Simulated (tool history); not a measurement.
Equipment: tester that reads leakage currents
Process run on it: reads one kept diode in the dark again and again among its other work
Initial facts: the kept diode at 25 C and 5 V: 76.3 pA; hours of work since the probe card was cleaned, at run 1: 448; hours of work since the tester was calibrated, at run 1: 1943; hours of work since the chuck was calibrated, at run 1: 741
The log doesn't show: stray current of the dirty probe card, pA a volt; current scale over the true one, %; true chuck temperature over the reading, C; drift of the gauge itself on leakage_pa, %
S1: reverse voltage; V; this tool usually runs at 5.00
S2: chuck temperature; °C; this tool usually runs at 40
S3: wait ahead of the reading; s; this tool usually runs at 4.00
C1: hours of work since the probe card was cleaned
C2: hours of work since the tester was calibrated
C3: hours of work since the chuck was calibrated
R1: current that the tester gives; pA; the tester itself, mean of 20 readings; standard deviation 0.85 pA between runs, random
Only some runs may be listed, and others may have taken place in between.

run    hour     S1  S2    S3    C1    C2    C3       R1
  1     0.0   5.00  40  4.00   448  1943   741   266.78
  2    60.6   5.00  40  4.00   479  1973   772   265.38
  3   152.6   5.00  40  4.00   525  2019   818   265.75
  4   255.2   5.00  40  4.00   576  2071   869   262.71
  5   313.0   5.00  40  4.00   605  2100   898   264.04
  6   395.9   5.00  40  4.00   646  2141   940   261.58
  7   496.0   5.00  40  4.00   696  2191   990   260.55
  8   576.4   5.00  40  4.00   737  2232  1030   259.21
  9   677.9   5.00  40  4.00   787  2282  1081   259.00
 10   761.4   5.00  40  4.00   829  2324  1123   259.42
      842.5  -- chuck's temperature calibrated
 11   851.1   3.17  40  4.00   873  2368     4   247.63
 12   927.7   3.17  40  4.00   911  2406    43   246.88
 13   981.5   3.17  46  4.00   938  2433    70   400.53
 14  1070.9   2.82  27  2.59   983  2478   114    76.70
 15  1172.6   2.82  27  2.59  1034  2529   165    76.34
 16  1238.0  14.90  56  4.00  1067  2562   198  1451.53
 17  1298.7   5.00  37  2.52  1097  2592   228   220.85
 18  1385.5   7.04  40  4.00  1141  2635   272   317.20
 19  1454.8   5.27  29  4.00  1175  2670   306   112.24
 20  1531.3  18.58  23  0.53  1214  2708   345   110.93
 21  1585.6   5.00  25  1.56  1241  2736   372    77.24
 22  1643.7   5.00  30  0.35  1270  2765   401   120.82
 23  1685.1   1.90  50  7.76  1291  2785   422   448.84
 24  1786.2   7.01  50  7.76  1341  2836   472   695.56
 25  1882.8   7.01  23  7.76  1390  2884   521    71.62

Here are 5 independent what-if runs from the current tool condition. What would each one return?
  A  1963.7  2.96  35  4.00  1430  2925  561   ?
  B  1963.7  7.01  23  0.41  1430  2925  561   ?
  C  1963.7  7.01  29  0.36  1430  2925  561   ?
  D  1963.7  7.01  54  6.51  1430  2925  561   ?
  E  1963.7  1.87  35  1.23  1430  2925  561   ?

run      R1
  A  150.38
  B   74.73
  C  123.94
  D  941.75
  E  129.47
What these runs would have given with no unlogged condition in the tool:
run      R1
  A  155.25
  B   74.32
  C  125.61
  D  972.41
  E  134.01

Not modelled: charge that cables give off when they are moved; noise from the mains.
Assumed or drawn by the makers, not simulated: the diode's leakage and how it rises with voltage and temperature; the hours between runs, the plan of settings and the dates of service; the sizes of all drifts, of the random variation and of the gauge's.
